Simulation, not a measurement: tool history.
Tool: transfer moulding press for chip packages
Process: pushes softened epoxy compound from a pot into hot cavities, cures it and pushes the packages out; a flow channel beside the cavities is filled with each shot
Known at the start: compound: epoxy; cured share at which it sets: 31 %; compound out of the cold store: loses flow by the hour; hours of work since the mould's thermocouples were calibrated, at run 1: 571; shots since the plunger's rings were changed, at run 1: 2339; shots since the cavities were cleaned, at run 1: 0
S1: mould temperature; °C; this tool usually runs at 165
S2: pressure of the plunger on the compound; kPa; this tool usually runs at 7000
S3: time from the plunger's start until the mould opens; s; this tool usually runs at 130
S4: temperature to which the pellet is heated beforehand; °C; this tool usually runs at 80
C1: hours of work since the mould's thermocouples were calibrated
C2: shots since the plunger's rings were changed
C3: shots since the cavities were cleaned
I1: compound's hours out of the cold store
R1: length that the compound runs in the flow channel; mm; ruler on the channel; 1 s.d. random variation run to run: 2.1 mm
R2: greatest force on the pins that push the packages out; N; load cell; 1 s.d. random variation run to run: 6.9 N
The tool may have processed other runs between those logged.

run	hour	S1	S2	S3	S4	C1	C2	C3	I1	R1	R2
1	0	165	7000	130	80	571	2339	0	24.7	767	277
2	38.3	165	7000	130	80	600	2784	445	20.3	779	473
# hour 56.3: cavities cleaned with cleaning compound and waxed
3	60.8	172	7000	130	80	616	3028	52	27.7	724	298
4	88.3	172	7420	130	80	636	3348	372	21.7	769	423
# hour 112.8: cavities cleaned with cleaning compound and waxed
5	130.7	172	7420	130	80	667	3823	208	17.9	784	384
# hour 140.4: plunger's sealing rings changed
# hour 172: cavities cleaned with cleaning compound and waxed
6	172	172	7420	130	80	694	350	0	45.3	707	255
7	214.3	165	7000	130	80	726	842	492	38.9	720	497
# hour 229.8: cavities cleaned with cleaning compound and waxed
8	259.7	165	7000	130	80	759	1352	348	33.7	740	453
# hour 285.5: cavities cleaned with cleaning compound and waxed
9	299.5	169	7000	130	80	787	1797	163	23.6	766	359
10	326.9	169	7000	130	80	808	2116	482	16.5	794	484
# hour 342.5: cavities cleaned with cleaning compound and waxed
11	349.8	169	7000	130	80	824	2365	85	36.3	705	301
12	384.7	165	5820	130	80	850	2770	490	10.6	754	514
# hour 393: mould's thermocouples calibrated
# hour 399.3: cavities cleaned with cleaning compound and waxed
13	410.4	165	5820	130	80	12	3029	130	14.8	733	352
14	430.5	169	7000	130	80	27	3262	363	47.7	653	426
15	450	169	7000	130	80	41	3489	590	43.9	668	468
# hour 455.7: cavities cleaned with cleaning compound and waxed
# hour 488.5: plunger's sealing rings changed
16	495.2	165	7000	163	82	72	78	431	46.3	699	427
# hour 513.6: cavities cleaned with cleaning compound and waxed
17	518.2	161	7420	142	80	88	328	54	21.9	838	353
18	552.9	165	5390	130	87	114	731	457	28.1	677	500
# hour 568.7: cavities cleaned with cleaning compound and waxed
19	577.2	165	5390	130	87	131	996	98	16.6	720	364
# hour 608.1: mould's thermocouples calibrated, once more
20	615.5	169	5320	128	87	5	1418	520	37.6	618	468
# hour 627.8: cavities cleaned with cleaning compound and waxed
21	661.4	169	5320	128	87	39	1934	390	14.5	699	420
# hour 683.9: cavities cleaned with cleaning compound and waxed
22	694.3	165	7000	130	88	62	2300	122	13.6	813	376
23	721.6	166	6280	125	73	82	2616	438	32.5	689	508
# hour 738.8: cavities cleaned with cleaning compound and waxed
24	752	166	6280	125	73	104	2952	152	18.6	741	367
# hour 793.4: cavities cleaned with cleaning compound and waxed
25	794.5	172	8470	130	80	134	3429	12	13.3	862	272
26	824	165	5680	154	88	156	3773	356	34.9	635	451

Take each entry between the runs: how does the hidden state at the last listed run before it differ from the hidden state at the first listed run after it?
Run 2 -> run 3: cavities cleaned with cleaning compound and waxed (hour 56.3)
  true mould temperature over the reading, C: -0.64 -> -0.66; pressure that reaches the compound, % of what is set: 91.75 -> 91.07; grip of the stained cavities, % over clean ones': 70.1 -> 13.4
  measured less the result without the state, R1: -32 -> -32 mm; R2: +202 -> +36 N
Run 4 -> run 5: cavities cleaned with cleaning compound and waxed (hour 112.8)
  true mould temperature over the reading, C: -0.7 -> -0.74; pressure that reaches the compound, % of what is set: 90.25 -> 88.93; grip of the stained cavities, % over clean ones': 65 -> 43.8
  measured less the result without the state, R1: -39 -> -45 mm; R2: +164 -> +118 N
Run 5 -> run 6: plunger's sealing rings changed (hour 140.4); cavities cleaned with cleaning compound and waxed (hour 172)
  true mould temperature over the reading, C: -0.74 -> -0.78; pressure that reaches the compound, % of what is set: 88.93 -> 98.76; grip of the stained cavities, % over clean ones': 43.8 -> 0.6
  measured less the result without the state, R1: -45 -> -3 mm; R2: +118 -> +3 N
Run 7 -> run 8: cavities cleaned with cleaning compound and waxed (hour 229.8)
  true mould temperature over the reading, C: -0.82 -> -0.87; pressure that reaches the compound, % of what is set: 97.31 -> 95.96; grip of the stained cavities, % over clean ones': 77 -> 60.3
  measured less the result without the state, R1: -8 -> -13 mm; R2: +219 -> +175 N
Run 8 -> run 9: cavities cleaned with cleaning compound and waxed (hour 285.5)
  true mould temperature over the reading, C: -0.87 -> -0.91; pressure that reaches the compound, % of what is set: 95.96 -> 94.67; grip of the stained cavities, % over clean ones': 60.3 -> 29.6
  measured less the result without the state, R1: -13 -> -18 mm; R2: +175 -> +84 N
Run 10 -> run 11: cavities cleaned with cleaning compound and waxed (hour 342.5)
  true mould temperature over the reading, C: -0.94 -> -0.96; pressure that reaches the compound, % of what is set: 93.76 -> 93.08; grip of the stained cavities, % over clean ones': 73.3 -> 17.2
  measured less the result without the state, R1: -23 -> -24 mm; R2: +207 -> +47 N
Run 12 -> run 13: mould's thermocouples calibrated (hour 393); cavities cleaned with cleaning compound and waxed (hour 399.3)
  true mould temperature over the reading, C: -1 -> -1.21; pressure that reaches the compound, % of what is set: 91.97 -> 91.23; grip of the stained cavities, % over clean ones': 73.4 -> 23.6
  measured less the result without the state, R1: -29 -> -30 mm; R2: +227 -> +77 N
Run 15 -> run 16: cavities cleaned with cleaning compound and waxed (hour 455.7); plunger's sealing rings changed (hour 488.5)
  true mould temperature over the reading, C: -1.25 -> -1.29; pressure that reaches the compound, % of what is set: 89.94 -> 99.71; grip of the stained cavities, % over clean ones': 82.3 -> 68.6
  measured less the result without the state, R1: -33 -> +2 mm; R2: +215 -> +178 N
Run 16 -> run 17: cavities cleaned with cleaning compound and waxed (hour 513.6)
  true mould temperature over the reading, C: -1.29 -> -1.31; pressure that reaches the compound, % of what is set: 99.71 -> 99.04; grip of the stained cavities, % over clean ones': 68.6 -> 12.7
  measured less the result without the state, R1: +2 -> +1 mm; R2: +178 -> +55 N
Run 18 -> run 19: cavities cleaned with cleaning compound and waxed (hour 568.7)
  true mould temperature over the reading, C: -1.35 -> -1.38; pressure that reaches the compound, % of what is set: 97.9 -> 97.1; grip of the stained cavities, % over clean ones': 72.7 -> 23.7
  measured less the result without the state, R1: -3 -> -7 mm; R2: +220 -> +82 N
Run 19 -> run 20: mould's thermocouples calibrated, once more (hour 608.1)
  true mould temperature over the reading, C: -1.38 -> 0.02; pressure that reaches the compound, % of what is set: 97.1 -> 95.91; grip of the stained cavities, % over clean ones': 23.7 -> 76.3
  measured less the result without the state, R1: -7 -> -13 mm; R2: +82 -> +201 N
Run 20 -> run 21: cavities cleaned with cleaning compound and waxed (hour 627.8)
  true mould temperature over the reading, C: 0.02 -> -0.03; pressure that reaches the compound, % of what is set: 95.91 -> 94.53; grip of the stained cavities, % over clean ones': 76.3 -> 64.5
  measured less the result without the state, R1: -13 -> -20 mm; R2: +201 -> +166 N
Run 21 -> run 22: cavities cleaned with cleaning compound and waxed (hour 683.9)
  true mould temperature over the reading, C: -0.03 -> -0.07; pressure that reaches the compound, % of what is set: 94.53 -> 93.55; grip of the stained cavities, % over clean ones': 64.5 -> 27.6
  measured less the result without the state, R1: -20 -> -28 mm; R2: +166 -> +80 N
Run 23 -> run 24: cavities cleaned with cleaning compound and waxed (hour 738.8)
  true mould temperature over the reading, C: -0.1 -> -0.13; pressure that reaches the compound, % of what is set: 92.59 -> 91.55; grip of the stained cavities, % over clean ones': 71.8 -> 30.4
  measured less the result without the state, R1: -27 -> -33 mm; R2: +209 -> +86 N
Run 24 -> run 25: cavities cleaned with cleaning compound and waxed (hour 793.4)
  true mould temperature over the reading, C: -0.13 -> -0.18; pressure that reaches the compound, % of what is set: 91.55 -> 90.17; grip of the stained cavities, % over clean ones': 30.4 -> 6.8
  measured less the result without the state, R1: -33 -> -45 mm; R2: +86 -> +17 N
